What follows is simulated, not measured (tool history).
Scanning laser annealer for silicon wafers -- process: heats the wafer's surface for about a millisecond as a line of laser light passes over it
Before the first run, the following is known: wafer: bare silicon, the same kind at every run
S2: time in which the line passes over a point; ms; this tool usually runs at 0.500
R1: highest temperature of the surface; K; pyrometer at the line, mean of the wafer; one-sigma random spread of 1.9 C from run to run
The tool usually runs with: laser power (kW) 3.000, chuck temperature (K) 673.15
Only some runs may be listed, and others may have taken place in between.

run 1 hour=0.0 | laser_power_(kW)=3.000 S2=0.500 chuck_temperature_(K)=673.15 | R1=1452.15
run 2 hour=62.7 | laser_power_(kW)=2.777 S2=0.500 chuck_temperature_(K)=673.15 | R1=1385.15
run 3 hour=94.7 | laser_power_(kW)=2.777 S2=0.500 chuck_temperature_(K)=673.15 | R1=1383.15
-- hour=139.6 window over the wafer cleaned
run 4 hour=154.5 | laser_power_(kW)=2.777 S2=0.500 chuck_temperature_(K)=673.15 | R1=1424.15
run 5 hour=197.3 | laser_power_(kW)=3.000 S2=0.500 chuck_temperature_(K)=673.15 | R1=1488.15
run 6 hour=230.8 | laser_power_(kW)=3.000 S2=0.500 chuck_temperature_(K)=673.15 | R1=1487.15
run 7 hour=283.5 | laser_power_(kW)=3.000 S2=0.500 chuck_temperature_(K)=673.15 | R1=1482.15
run 8 hour=350.8 | laser_power_(kW)=3.000 S2=0.500 chuck_temperature_(K)=655.15 | R1=1462.15
run 9 hour=406.1 | laser_power_(kW)=2.577 S2=0.500 chuck_temperature_(K)=673.15 | R1=1353.15
run 10 hour=452.3 | laser_power_(kW)=2.772 S2=0.432 chuck_temperature_(K)=661.15 | R1=1337.15
run 11 hour=496.0 | laser_power_(kW)=2.772 S2=0.432 chuck_temperature_(K)=661.15 | R1=1335.15
run 12 hour=533.2 | laser_power_(kW)=2.772 S2=0.432 chuck_temperature_(K)=661.15 | R1=1331.15
run 13 hour=591.0 | laser_power_(kW)=3.120 S2=0.423 chuck_temperature_(K)=673.15 | R1=1428.15
run 14 hour=656.3 | laser_power_(kW)=2.925 S2=0.500 chuck_temperature_(K)=711.15 | R1=1474.15
run 15 hour=714.7 | laser_power_(kW)=3.000 S2=0.500 chuck_temperature_(K)=686.15 | R1=1468.15
run 16 hour=755.6 | laser_power_(kW)=2.591 S2=0.500 chuck_temperature_(K)=687.15 | R1=1349.15
run 17 hour=789.2 | laser_power_(kW)=2.900 S2=0.500 chuck_temperature_(K)=673.15 | R1=1416.15
run 18 hour=827.5 | laser_power_(kW)=3.000 S2=0.500 chuck_temperature_(K)=708.15 | R1=1485.15

Each row is a separate what-if for the run after 18, all from the same tool condition, not one after another. Results?
-- hour=858.5 optics aligned, line set to its width
run A hour=882.8 | laser_power_(kW)=3.000 S2=0.400 chuck_temperature_(K)=708.15 | R1=?
-- hour=858.5 optics aligned, line set to its width
run B hour=882.8 | laser_power_(kW)=3.000 S2=0.500 chuck_temperature_(K)=644.15 | R1=?
-- hour=858.5 optics aligned, line set to its width
run C hour=882.8 | laser_power_(kW)=2.949 S2=0.366 chuck_temperature_(K)=708.15 | R1=?

run=A R1=1397.15
run=B R1=1422.15
run=C R1=1353.15
Had the tool no hidden state, the same runs would have come out as:
run=A R1=1443.15
run=B R1=1475.15
run=C R1=1396.15

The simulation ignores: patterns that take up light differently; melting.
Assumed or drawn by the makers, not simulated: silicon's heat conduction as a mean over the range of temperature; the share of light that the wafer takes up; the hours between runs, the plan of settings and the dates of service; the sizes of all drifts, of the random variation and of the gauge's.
